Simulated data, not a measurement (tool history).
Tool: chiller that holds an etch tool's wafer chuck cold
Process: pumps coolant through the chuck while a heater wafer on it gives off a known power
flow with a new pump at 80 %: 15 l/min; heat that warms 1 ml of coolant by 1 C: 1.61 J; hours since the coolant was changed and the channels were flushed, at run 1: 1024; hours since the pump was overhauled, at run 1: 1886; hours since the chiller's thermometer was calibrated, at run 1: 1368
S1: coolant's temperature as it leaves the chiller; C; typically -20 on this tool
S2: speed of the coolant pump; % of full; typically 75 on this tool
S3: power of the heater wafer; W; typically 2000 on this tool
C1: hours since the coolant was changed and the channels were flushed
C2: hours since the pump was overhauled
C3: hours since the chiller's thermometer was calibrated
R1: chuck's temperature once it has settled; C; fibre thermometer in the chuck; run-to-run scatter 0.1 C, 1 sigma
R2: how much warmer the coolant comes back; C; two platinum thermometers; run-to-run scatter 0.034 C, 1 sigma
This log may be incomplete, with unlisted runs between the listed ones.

run 1 hour=0.0 | S1=-20 S2=75 S3=2000 | C1=1024 C2=1886 C3=1368 | R1=-3.4 R2=5.25
run 2 hour=96.0 | S1=-20 S2=75 S3=2000 | C1=1120 C2=1982 C3=1464 | R1=-3.1 R2=5.32
run 3 hour=188.9 | S1=-20 S2=77 S3=2000 | C1=1213 C2=2075 C3=1557 | R1=-3.6 R2=5.18
run 4 hour=311.5 | S1=-20 S2=75 S3=2611 | C1=1335 C2=2197 C3=1680 | R1=1.9 R2=6.83
run 5 hour=407.0 | S1=-20 S2=75 S3=2611 | C1=1431 C2=2293 C3=1775 | R1=1.7 R2=6.90
run 6 hour=534.6 | S1=-20 S2=75 S3=2611 | C1=1558 C2=2420 C3=1903 | R1=1.9 R2=6.84
run 7 hour=600.1 | S1=-20 S2=75 S3=2611 | C1=1624 C2=2486 C3=1968 | R1=1.9 R2=6.81
-- hour=664.2 chiller's thermometer calibrated
run 8 hour=683.5 | S1=-23 S2=75 S3=2611 | C1=1706 C2=2568 C3=19 | R1=-1.2 R2=6.84
run 9 hour=793.0 | S1=-23 S2=75 S3=1767 | C1=1816 C2=2678 C3=129 | R1=-8.3 R2=4.59
run 10 hour=864.3 | S1=-23 S2=75 S3=1767 | C1=1887 C2=2749 C3=200 | R1=-8.3 R2=4.58
run 11 hour=979.1 | S1=-20 S2=75 S3=2892 | C1=2002 C2=2864 C3=315 | R1=4.1 R2=7.56
run 12 hour=1039.2 | S1=-20 S2=84 S3=2000 | C1=2062 C2=2924 C3=375 | R1=-4.7 R2=4.59
run 13 hour=1102.6 | S1=-20 S2=84 S3=2000 | C1=2125 C2=2987 C3=438 | R1=-4.6 R2=4.62
run 14 hour=1206.0 | S1=-20 S2=100 S3=1912 | C1=2229 C2=3091 C3=542 | R1=-6.9 R2=3.60
run 15 hour=1263.7 | S1=-18 S2=61 S3=2777 | C1=2286 C2=3148 C3=599 | R1=9.5 R2=9.01
run 16 hour=1373.2 | S1=-16 S2=79 S3=2000 | C1=2396 C2=3258 C3=709 | R1=-0.1 R2=4.84
run 17 hour=1437.1 | S1=-11 S2=62 S3=1236 | C1=2460 C2=3322 C3=773 | R1=1.1 R2=3.86
run 18 hour=1531.0 | S1=-20 S2=75 S3=1786 | C1=2554 C2=3416 C3=867 | R1=-5.1 R2=4.54
run 19 hour=1603.7 | S1=-17 S2=71 S3=2580 | C1=2626 C2=3488 C3=939 | R1=5.6 R2=7.10
run 20 hour=1729.7 | S1=-17 S2=71 S3=2580 | C1=2752 C2=3614 C3=1065 | R1=5.6 R2=7.00
run 21 hour=1796.2 | S1=-25 S2=75 S3=2918 | C1=2819 C2=3681 C3=1132 | R1=-0.5 R2=7.51
run 22 hour=1914.6 | S1=-23 S2=65 S3=1890 | C1=2937 C2=3799 C3=1250 | R1=-5.1 R2=5.66
run 23 hour=2045.2 | S1=-23 S2=65 S3=1890 | C1=3068 C2=3930 C3=1381 | R1=-5.2 R2=5.59
run 24 hour=2132.2 | S1=-27 S2=83 S3=2727 | C1=3155 C2=4017 C3=1468 | R1=-5.9 R2=6.28
run 25 hour=2251.9 | S1=-20 S2=75 S3=2352 | C1=3275 C2=4137 C3=1588 | R1=-0.5 R2=5.91

4 options for the next run, each taken on its own from the tool as it stands now. Forecast them:
run A hour=2370.1 | S1=-12 S2=75 S3=2352 | C1=3393 C2=4255 C3=1706 | R1=? R2=?
run B hour=2370.1 | S1=-22 S2=60 S3=1805 | C1=3393 C2=4255 C3=1706 | R1=? R2=?
run C hour=2370.1 | S1=-28 S2=71 S3=1462 | C1=3393 C2=4255 C3=1706 | R1=? R2=?
run D hour=2370.1 | S1=-20 S2=75 S3=1379 | C1=3393 C2=4255 C3=1706 | R1=? R2=?

run=A R1=7.6 R2=5.96
run=B R1=-4.0 R2=5.81
run=C R1=-15.3 R2=3.87
run=D R1=-8.5 R2=3.45
Had the tool no hidden state, the same runs would have come out as:
run=A R1=7.6 R2=6.24
run=B R1=-4.0 R2=6.08
run=C R1=-15.3 R2=4.15
run=D R1=-8.6 R2=3.73
